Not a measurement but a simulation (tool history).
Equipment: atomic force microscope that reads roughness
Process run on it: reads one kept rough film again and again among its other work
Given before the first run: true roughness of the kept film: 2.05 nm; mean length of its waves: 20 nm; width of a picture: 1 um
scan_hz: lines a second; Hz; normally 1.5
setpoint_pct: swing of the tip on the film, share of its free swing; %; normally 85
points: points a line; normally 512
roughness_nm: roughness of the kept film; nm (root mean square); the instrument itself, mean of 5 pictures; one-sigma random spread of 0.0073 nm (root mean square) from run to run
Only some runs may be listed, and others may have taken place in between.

run,day,scan_hz,setpoint_pct,points,roughness_nm
1,0,1.5,85,512,1.333
# day 1.717: new tip fitted
2,1.821,1.5,85,533,1.513
3,3.229,1.96,85,512,1.2
# day 4.354: new tip fitted
4,4.9,1.96,85,512,1.344
5,6.575,1.96,85,512,1.121
# day 7.179: new tip fitted
6,8.862,1.96,85,512,1.154
# day 9.804: new tip fitted
7,10.229,1.96,85,610,1.397
8,11.992,1.96,85,610,1.134
# day 12.55: new tip fitted
9,13.3,1.96,85,610,1.317
# day 15.188: new tip fitted
10,15.321,0.85,85,512,1.627
11,17.571,0.85,85,512,1.251
# day 17.933: new tip fitted
12,18.754,0.85,85,512,1.507
# day 20.667: new tip fitted
13,21.621,0.85,85,512,1.46
# day 23.346: new tip fitted
14,23.742,0.85,85,512,1.568
15,25.058,0.85,85,512,1.346
# day 26.042: new tip fitted
16,27.029,1.5,85,512,1.357
# day 28.729: new tip fitted
17,29.208,0.95,85,680,1.55
18,31.292,0.95,85,536,1.227
# day 31.542: new tip fitted
19,33.983,0.95,85,536,1.222
# day 34.358: new tip fitted
20,35.967,1.5,72,889,1.387
# day 37.075: new tip fitted
21,37.275,1.5,56,529,1.726
22,39.504,0.66,56,334,1.35
# day 39.746: new tip fitted
23,41.458,0.66,56,334,1.433
# day 42.375: new tip fitted
24,44.292,2.21,63,263,1.311
# day 45.183: new tip fitted
25,46.217,3.61,85,797,1.101
26,47.375,3.61,85,797,0.97
# day 47.912: new tip fitted
27,49.433,3.61,85,797,1.011
# day 50.646: new tip fitted
28,51.712,2.64,76,881,1.314
# day 53.367: new tip fitted
29,53.596,1.42,68,274,1.612
30,55.15,3.52,78,274,1.088
# day 56: new tip fitted
31,57.096,0.51,85,512,1.49
# day 58.708: new tip fitted
32,58.767,1.5,62,512,1.744

Consider 5 possible next runs. They are alternatives, not a sequence: every one starts from the tool as it was left by run 32. What does each give?
A,60.938,1.5,65,441,?
B,60.938,2.11,78,330,?
C,60.938,1.36,85,615,?
D,60.938,1.5,62,512,?
E,60.938,1.43,85,512,?

run,roughness_nm
A,1.303
B,1.167
C,1.194
D,1.336
E,1.184
What these runs would have given with no unlogged condition in the tool:
run,roughness_nm
A,1.708
B,1.528
C,1.566
D,1.75
E,1.553
